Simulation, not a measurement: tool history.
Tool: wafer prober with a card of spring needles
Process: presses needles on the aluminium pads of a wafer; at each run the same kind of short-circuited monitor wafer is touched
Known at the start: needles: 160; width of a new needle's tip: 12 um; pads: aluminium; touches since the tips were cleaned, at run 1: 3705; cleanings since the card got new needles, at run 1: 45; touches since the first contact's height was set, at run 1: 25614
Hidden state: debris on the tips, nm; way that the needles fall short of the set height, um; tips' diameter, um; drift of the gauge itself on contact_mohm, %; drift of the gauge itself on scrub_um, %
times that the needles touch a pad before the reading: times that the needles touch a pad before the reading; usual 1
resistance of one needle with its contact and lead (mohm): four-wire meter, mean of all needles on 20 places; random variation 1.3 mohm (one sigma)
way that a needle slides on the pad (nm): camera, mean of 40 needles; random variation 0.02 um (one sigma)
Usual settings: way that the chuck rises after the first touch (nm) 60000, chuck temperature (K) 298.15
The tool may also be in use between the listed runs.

| run | day | way that the chuck rises after the first touch (nm) | chuck temperature (K) | times that the needles touch a pad before the reading | touches since the tips were cleaned | cleanings since the card got new needles | touches since the first contact's height was set | resistance of one needle with its contact and lead (mohm) | way that a needle slides on the pad (nm) |
|---|---|---|---|---|---|---|---|---|---|
| 1 | 0 | 60000 | 298.15 | 1 | 3705 | 45 | 25614 | 105 | 8140 |
|  | 0.125 | tips cleaned on abrasive film |
|  | 0.625 | tips cleaned on abrasive film |
|  | 1.25 | tips cleaned on abrasive film |
|  | 1.875 | tips cleaned on abrasive film |
| 2 | 2.225 | 60000 | 298.15 | 1 | 3436 | 49 | 47289 | 104 | 8130 |
|  | 2.475 | tips cleaned on abrasive film |
|  | 2.975 | tips cleaned on abrasive film |
|  | 3.579 | tips cleaned on abrasive film |
| 3 | 3.579 | 60000 | 298.15 | 1 | 0 | 52 | 60491 | 103 | 8150 |
|  | 4.204 | tips cleaned on abrasive film |
|  | 4.8 | tips cleaned on abrasive film |
|  | 5.425 | tips cleaned on abrasive film |
|  | 5.925 | tips cleaned on abrasive film |
| 4 | 6.396 | 60000 | 298.15 | 1 | 4654 | 56 | 88005 | 103 | 8160 |
|  | 6.525 | tips cleaned on abrasive film |
|  | 7.142 | tips cleaned on abrasive film |
|  | 7.762 | tips cleaned on abrasive film |
|  | 8.262 | tips cleaned on abrasive film |
|  | 8.883 | tips cleaned on abrasive film |
| 5 | 9.229 | 60000 | 298.15 | 1 | 3373 | 61 | 115603 | 103 | 8160 |
|  | 9.362 | height of the first contact set anew |
|  | 9.492 | tips cleaned on abrasive film |
|  | 10.117 | tips cleaned on abrasive film |
|  | 10.617 | tips cleaned on abrasive film |
|  | 11.2 | tips cleaned on abrasive film |
| 6 | 11.2 | 60000 | 298.15 | 1 | 0 | 65 | 17864 | 104 | 8160 |
|  | 11.817 | tips cleaned on abrasive film |
|  | 12.438 | tips cleaned on abrasive film |
|  | 12.938 | tips cleaned on abrasive film |
| 7 | 13.258 | 60000 | 373.15 | 1 | 3127 | 68 | 37944 | 112 | 8170 |
|  | 13.508 | tips cleaned on abrasive film |
|  | 14.133 | tips cleaned on abrasive film |
|  | 14.746 | tips cleaned on abrasive film |
| 8 | 14.95 | 60000 | 373.15 | 1 | 2014 | 71 | 54455 | 114 | 8160 |
|  | 15.325 | tips cleaned on abrasive film |
|  | 15.95 | tips cleaned on abrasive film |
|  | 16.45 | tips cleaned on abrasive film |
|  | 17.067 | tips cleaned on abrasive film |
| 9 | 17.483 | 60000 | 373.15 | 1 | 4061 | 75 | 79163 | 112 | 8140 |
|  | 17.608 | tips cleaned on abrasive film |
|  | 18.108 | tips cleaned on abrasive film |
|  | 18.729 | tips cleaned on abrasive film |
|  | 19.346 | tips cleaned on abrasive film |
|  | 19.971 | tips cleaned on abrasive film |
| 10 | 20.062 | 60000 | 373.15 | 1 | 895 | 80 | 104304 | 116 | 8210 |
|  | 20.562 | tips cleaned on abrasive film |
|  | 21.179 | tips cleaned on abrasive film |
|  | 21.317 | height of the first contact set anew |
|  | 21.804 | tips cleaned on abrasive film |
| 11 | 21.804 | 60000 | 373.15 | 1 | 0 | 83 | 4779 | 111 | 8220 |
|  | 22.304 | tips cleaned on abrasive film |
|  | 22.925 | tips cleaned on abrasive film |
| 12 | 23.262 | 60000 | 373.15 | 1 | 3292 | 85 | 18989 | 111 | 8190 |
|  | 23.512 | tips cleaned on abrasive film |
|  | 24.138 | tips cleaned on abrasive film |
| 13 | 24.504 | 60000 | 298.15 | 1 | 3623 | 87 | 31122 | 102 | 8190 |
|  | 24.758 | tips cleaned on abrasive film |
|  | 25.258 | tips cleaned on abrasive film |
|  | 25.879 | tips cleaned on abrasive film |
| 14 | 25.892 | 60000 | 298.15 | 1 | 110 | 90 | 44620 | 103 | 8220 |
|  | 26.392 | tips cleaned on abrasive film |
|  | 27.012 | tips cleaned on abrasive film |
| 15 | 27.092 | 60000 | 298.15 | 1 | 791 | 92 | 56334 | 104 | 8220 |
|  | 27.583 | tips cleaned on abrasive film |
|  | 28.083 | tips cleaned on abrasive film |
|  | 28.708 | tips cleaned on abrasive film |
| 16 | 29.196 | 42000 | 376.15 | 2 | 4795 | 95 | 76869 | 116 | 5740 |
|  | 29.325 | tips cleaned on abrasive film |
|  | 29.946 | tips cleaned on abrasive film |
|  | 30.571 | tips cleaned on abrasive film |
|  | 31.167 | tips cleaned on abrasive film |
| 17 | 31.167 | 42000 | 376.15 | 2 | 0 | 99 | 96051 | 114 | 5730 |
|  | 31.788 | tips cleaned on abrasive film |
|  | 32.404 | tips cleaned on abrasive film |
|  | 33.029 | tips cleaned on abrasive film |
| 18 | 33.075 | 45000 | 298.15 | 1 | 451 | 102 | 114692 | 106 | 6150 |
|  | 33.333 | height of the first contact set anew |
|  | 33.575 | tips cleaned on abrasive film |
|  | 34.196 | tips cleaned on abrasive film |
| 19 | 34.579 | 51000 | 385.15 | 3 | 3740 | 104 | 12131 | 115 | 7000 |
|  | 34.708 | tips cleaned on abrasive film |
|  | 35.329 | tips cleaned on abrasive film |
|  | 35.95 | tips cleaned on abrasive film |
| 20 | 36.217 | 44000 | 374.15 | 2 | 2606 | 107 | 28104 | 114 | 6020 |
|  | 36.471 | tips cleaned on abrasive film |
|  | 37.088 | tips cleaned on abrasive film |
|  | 37.712 | tips cleaned on abrasive film |
|  | 38.338 | tips cleaned on abrasive film |
| 21 | 38.783 | 73000 | 298.15 | 3 | 4396 | 111 | 53152 | 100 | 10000 |
|  | 38.912 | tips cleaned on abrasive film |
|  | 39.529 | tips cleaned on abrasive film |
|  | 40.154 | tips cleaned on abrasive film |
|  | 40.779 | tips cleaned on abrasive film |
| 22 | 41.221 | 44000 | 372.15 | 2 | 4368 | 115 | 76939 | 115 | 6050 |
|  | 41.35 | tips cleaned on abrasive film |
|  | 41.967 | tips cleaned on abrasive film |
|  | 42.467 | tips cleaned on abrasive film |
|  | 42.967 | tips cleaned on abrasive film |
| 23 | 43.033 | 62000 | 298.15 | 2 | 686 | 119 | 94580 | 105 | 8510 |
|  | 43.533 | tips cleaned on abrasive film |
|  | 44.033 | tips cleaned on abrasive film |
|  | 44.654 | tips cleaned on abrasive film |
| 24 | 44.746 | 44000 | 312.15 | 1 | 895 | 122 | 111276 | 106 | 6020 |

The next listed run, before its measurement:
|  | 45.246 | tips cleaned on abrasive film |
|  | 45.383 | height of the first contact set anew |
|  | 45.758 | tips cleaned on abrasive film |
|  | 46.308 | tips cleaned on abrasive film |
| 25 | 46.308 | 75000 | 298.15 | 1 | 0 | 125 | 9028 | ? | ? |

{"run 25": {"resistance of one needle with its contact and lead (mohm)": 102, "way that a needle slides on the pad (nm)": 10280}}
Without the tool's hidden state the same run would have given resistance of one needle with its contact and lead (mohm) 102, way that a needle slides on the pad (nm) 10160.

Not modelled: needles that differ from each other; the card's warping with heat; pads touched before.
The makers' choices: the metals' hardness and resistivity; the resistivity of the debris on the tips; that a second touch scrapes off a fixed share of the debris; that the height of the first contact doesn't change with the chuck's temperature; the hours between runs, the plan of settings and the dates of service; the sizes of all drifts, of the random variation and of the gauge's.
